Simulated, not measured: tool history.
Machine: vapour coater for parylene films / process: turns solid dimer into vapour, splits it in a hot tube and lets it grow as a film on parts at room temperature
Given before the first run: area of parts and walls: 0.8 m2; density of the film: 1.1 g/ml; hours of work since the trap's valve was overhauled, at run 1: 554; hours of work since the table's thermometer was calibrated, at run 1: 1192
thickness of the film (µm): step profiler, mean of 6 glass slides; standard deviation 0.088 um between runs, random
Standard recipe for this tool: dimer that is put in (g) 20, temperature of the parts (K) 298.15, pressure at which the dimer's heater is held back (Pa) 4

| run | hour | dimer that is put in (g) | temperature of the parts (K) | pressure at which the dimer's heater is held back (Pa) | hours of work since the trap's valve was overhauled | hours of work since the table's thermometer was calibrated | thickness of the film (µm) |
|---|---|---|---|---|---|---|---|
| 1 | 0 | 20 | 298.15 | 4 | 554 | 1192 | 9.8 |
|  | 38.9 | table's thermometer calibrated |
| 2 | 82.7 | 20 | 303.15 | 4 | 590 | 19 | 8.6 |
|  | 120.5 | trap's valve overhauled |
| 3 | 126.1 | 20 | 298.15 | 4 | 2 | 37 | 10.73 |
| 4 | 194.2 | 12 | 298.15 | 4 | 32 | 66 | 6.49 |
| 5 | 239.9 | 12 | 298.15 | 4 | 52 | 86 | 6.4 |
| 6 | 310.3 | 20 | 298.15 | 4 | 83 | 117 | 10.63 |
| 7 | 376.5 | 20 | 298.15 | 4 | 112 | 146 | 10.45 |
| 8 | 440.4 | 26 | 298.15 | 4 | 140 | 174 | 13.55 |
| 9 | 501 | 26 | 298.15 | 4 | 167 | 201 | 13.58 |
| 10 | 571.9 | 26 | 298.15 | 4 | 198 | 232 | 13.47 |
| 11 | 627.6 | 26 | 298.15 | 4 | 222 | 257 | 13.38 |
| 12 | 690.2 | 26 | 298.15 | 4 | 250 | 284 | 13.18 |
| 13 | 730.1 | 26 | 298.15 | 4 | 268 | 302 | 13.4 |
| 14 | 802.8 | 26 | 298.15 | 4 | 299 | 333 | 13.17 |
| 15 | 883.4 | 20 | 298.15 | 4 | 335 | 369 | 10.07 |
| 16 | 964.5 | 20 | 298.15 | 4 | 370 | 404 | 10.15 |
| 17 | 1025.2 | 20 | 298.15 | 4 | 397 | 431 | 10.11 |
| 18 | 1086.2 | 14 | 303.15 | 6.59 | 424 | 458 | 6.06 |
| 19 | 1171.4 | 14 | 303.15 | 6.59 | 461 | 495 | 6.03 |
| 20 | 1224.6 | 8 | 298.15 | 2.21 | 484 | 519 | 4.12 |
| 21 | 1292.1 | 8 | 298.15 | 2.21 | 514 | 548 | 4.01 |
| 22 | 1368.4 | 8 | 298.15 | 2.21 | 548 | 582 | 3.99 |
| 23 | 1424.5 | 20 | 292.15 | 4 | 572 | 606 | 11.21 |
| 24 | 1478.4 | 20 | 305.15 | 4 | 596 | 630 | 8.13 |
|  | 1502.1 | trap's valve overhauled |
| 25 | 1546.5 | 24 | 301.15 | 6.12 | 19 | 658 | 11.86 |
| 26 | 1612.6 | 24 | 301.15 | 6.12 | 48 | 687 | 11.73 |
| 27 | 1662.3 | 8 | 301.15 | 8.38 | 70 | 709 | 3.88 |
| 28 | 1745.8 | 20 | 291.15 | 11.24 | 107 | 745 | 11.98 |
| 29 | 1821.6 | 14 | 310.15 | 4.06 | 140 | 779 | 5.46 |
| 30 | 1890.3 | 10 | 310.15 | 2.2 | 170 | 809 | 4.03 |

Forecast each of these 4 alternatives for the next run:
| A | 1952.5 | 24 | 304.15 | 4.23 | 198 | 836 | ? |
| B | 1952.5 | 20 | 298.15 | 11.65 | 198 | 836 | ? |
| C | 1952.5 | 11 | 297.15 | 2.79 | 198 | 836 | ? |
| D | 1952.5 | 20 | 298.15 | 8.51 | 198 | 836 | ? |

| run | thickness of the film (µm) |
|---|---|
| A | 10.76 |
| B | 9.93 |
| C | 6.1 |
| D | 9.99 |
Take away the tool's hidden state, keep each run's random variation, and the runs would have read:
| run | thickness of the film (µm) |
|---|---|
| A | 11.07 |
| B | 10.21 |
| C | 6.28 |
| D | 10.27 |
